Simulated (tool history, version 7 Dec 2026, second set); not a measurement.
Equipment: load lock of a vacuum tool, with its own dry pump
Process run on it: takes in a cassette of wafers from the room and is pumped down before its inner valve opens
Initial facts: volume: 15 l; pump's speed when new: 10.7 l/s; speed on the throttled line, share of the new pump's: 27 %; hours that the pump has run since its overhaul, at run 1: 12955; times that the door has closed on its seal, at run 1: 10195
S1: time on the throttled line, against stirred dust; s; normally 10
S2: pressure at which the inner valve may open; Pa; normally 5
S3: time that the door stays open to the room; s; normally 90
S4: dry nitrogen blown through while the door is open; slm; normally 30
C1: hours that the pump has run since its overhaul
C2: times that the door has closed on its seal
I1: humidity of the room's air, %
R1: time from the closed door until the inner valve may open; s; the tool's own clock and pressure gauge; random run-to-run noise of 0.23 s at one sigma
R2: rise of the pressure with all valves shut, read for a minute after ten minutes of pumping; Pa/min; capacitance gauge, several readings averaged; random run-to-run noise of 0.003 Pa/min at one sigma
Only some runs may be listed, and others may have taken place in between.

run,hour,S1,S2,S3,S4,C1,C2,I1,R1,R2
1,0,10,5,90,30,12955,10195,43.7,21.5,0.026
2,179.1,10,5,90,30,13134,10551,49.2,21.7,0.035
3,313.2,12,5,90,30,13268,10818,43.6,22.9,0.034
4,486.7,12,5,90,30,13442,11163,44.1,22.9,0.029
5,600.3,12,5,90,30,13555,11389,45.7,22.8,0.029
6,731.9,17,5,90,30,13687,11651,42.1,26.6,0.027
7,845,17,5,90,30,13800,11876,46.7,26.1,0.036
8,933,17,5,90,30,13888,12051,46,26.6,0.035
9,1051.4,10,5,90,16,14007,12287,46.3,21.8,0.051
10,1231,6,5,90,30,14186,12644,42.2,19.2,0.024
11,1383.4,6,5,90,30,14339,12947,46.6,18.1,0.026
12,1508.8,16,5,90,29,14464,13197,44,26,0.033
13,1634.7,13,5,90,44,14590,13447,40.5,23.5,0.022
14,1816.8,5,5,32,19,14772,13810,46.3,17.5,0.033
# hour 1832.8: dry pump taken out, an overhauled one fitted
15,1952.7,5,5,32,19,120,14068,44.3,17.7,0.032
16,2032,10,5,90,10,199,14226,46.6,21.5,0.056
17,2175.8,10,5,90,9,343,14512,50.4,21.5,0.068
18,2338.7,10,5,90,9,506,14836,41.8,21.4,0.058
19,2512.7,16,5,90,30,680,15182,44.1,25.9,0.032
20,2629.4,19,4,168,4,797,15414,45,28,0.108

Across each entry between runs, compare the hidden state at the last listed run before it with the hidden state at the first listed run after it:
Runs 14 to 15: dry pump taken out, an overhauled one fitted (hour 1832.8)
  pump's speed, % of a new pump's: 99.9 -> 100

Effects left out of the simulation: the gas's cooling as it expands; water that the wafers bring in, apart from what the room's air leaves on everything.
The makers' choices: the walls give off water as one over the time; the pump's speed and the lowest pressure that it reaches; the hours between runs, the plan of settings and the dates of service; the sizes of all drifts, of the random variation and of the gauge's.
